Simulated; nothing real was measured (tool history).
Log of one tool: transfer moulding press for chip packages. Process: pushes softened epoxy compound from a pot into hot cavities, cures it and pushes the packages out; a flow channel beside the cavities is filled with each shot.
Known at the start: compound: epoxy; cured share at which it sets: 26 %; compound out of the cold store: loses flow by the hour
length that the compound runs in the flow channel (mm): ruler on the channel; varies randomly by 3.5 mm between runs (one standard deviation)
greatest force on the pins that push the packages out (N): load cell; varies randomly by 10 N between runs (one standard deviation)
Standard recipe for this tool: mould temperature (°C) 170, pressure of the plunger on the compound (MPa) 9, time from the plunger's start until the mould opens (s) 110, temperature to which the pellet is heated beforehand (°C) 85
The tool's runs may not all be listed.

run     day  mould temperature (°C)  pressure of the plunger on the compound (MPa)  time from the plunger's start until the mould opens (s)  temperature to which the pellet is heated beforehand (°C)  incoming compound's hours out of the cold store  length that the compound runs in the flow channel (mm)  greatest force on the pins that push the packages out (N)
  1       0                     170                                              9                                                      110                                                         85                                             43.6                                                     461                                                        665
  2   0.508                     170                                              9                                                      110                                                         85                                             20.4                                                     560                                                        715
      1.117  -- cavities cleaned with cleaning compound and waxed
  3   1.217                     170                                              9                                                      110                                                         85                                             46.6                                                     444                                                        505
  4   1.921                     170                                              9                                                      110                                                         85                                             41.3                                                     464                                                        598
  5   2.538                     170                                              9                                                      110                                                         85                                             42.8                                                     457                                                        646
  6   3.267                     170                                              9                                                      110                                                         85                                             23.6                                                     537                                                        725
  7   3.983                     170                                              9                                                      110                                                         85                                             12.9                                                     591                                                        725
        4.2  -- cavities cleaned with cleaning compound and waxed
  8   4.633                     170                                              9                                                      110                                                         85                                             45.6                                                     444                                                        533
  9    5.15                     170                                              9                                                      110                                                         85                                             46.7                                                     442                                                        615
 10   5.921                     170                                              9                                                      110                                                         85                                             15.2                                                     577                                                        717
 11   6.779                     170                                              9                                                      110                                                         85                                             38.7                                                     472                                                        729
      7.242  -- cavities cleaned with cleaning compound and waxed
 12   7.642                     170                                              9                                                      110                                                         85                                             46.7                                                     440                                                        567
 13     8.1                     170                                           7.09                                                      110                                                         85                                             18.8                                                     495                                                        613
 14   8.962                     170                                           7.09                                                      110                                                         85                                             13.8                                                     514                                                        677
 15   9.733                     170                                              9                                                      110                                                         92                                               30                                                     508                                                        712
     10.088  -- mould's thermocouples calibrated
     10.192  -- plunger's sealing rings changed
     10.454  -- cavities cleaned with cleaning compound and waxed
 16  10.558                     170                                           7.41                                                      114                                                         86                                             20.2                                                     525                                                        489
 17   11.25                     170                                           7.41                                                      114                                                         86                                             26.5                                                     499                                                        588
 18  12.167                     170                                           7.41                                                      114                                                         86                                             35.8                                                     459                                                        658
 19  12.692                     167                                           8.07                                                      104                                                         80                                             18.1                                                     555                                                        888
 20  13.221                     167                                           8.07                                                      104                                                         80                                             21.2                                                     543                                                        864
     13.508  -- cavities cleaned with cleaning compound and waxed
 21  13.929                     176                                           8.43                                                      100                                                         85                                             18.7                                                     553                                                        510
     14.562  -- mould's thermocouples calibrated, once more
 22  14.696                     170                                              9                                                      144                                                         85                                              8.1                                                     634                                                        592
 23  15.296                     170                                          10.02                                                      104                                                         80                                             30.8                                                     549                                                        724
 24  16.033                     166                                          10.02                                                      104                                                         92                                             18.8                                                     616                                                        885
     16.638  -- cavities cleaned with cleaning compound and waxed
 25  16.754                     172                                           9.44                                                      133                                                         85                                             21.8                                                     574                                                        480
 26  17.412                     172                                          10.35                                                      133                                                         77                                             32.5                                                     547                                                        534
 27  18.008                     170                                           7.76                                                      130                                                         85                                             46.1                                                     421                                                        596
 28  18.758                     177                                           8.08                                                      109                                                         93                                             16.3                                                     539                                                        662
 29  19.525                     172                                           7.43                                                      110                                                         87                                             24.3                                                     490                                                        685

Below are 3 alternative next runs, each starting from the tool's condition after run 29. Predict each:
     19.704  -- cavities cleaned with cleaning compound and waxed
  A  20.067                     172                                           7.43                                                      146                                                         87                                             11.7                                                       ?                                                          ?
     19.704  -- cavities cleaned with cleaning compound and waxed
  B  20.067                     167                                           7.43                                                      110                                                         87                                              9.6                                                       ?                                                          ?
     19.704  -- cavities cleaned with cleaning compound and waxed
  C  20.067                     177                                           7.53                                                       93                                                         87                                             45.3                                                       ?                                                          ?

run  length that the compound runs in the flow channel (mm)  greatest force on the pins that push the packages out (N)
  A                                                     551                                                        527
  B                                                     575                                                        616
  C                                                     410                                                        512
The same runs, with their run-to-run variation unchanged, on a tool lacking any hidden condition would have given:
run  length that the compound runs in the flow channel (mm)  greatest force on the pins that push the packages out (N)
  A                                                     561                                                        463
  B                                                     585                                                        531
  C                                                     418                                                        447
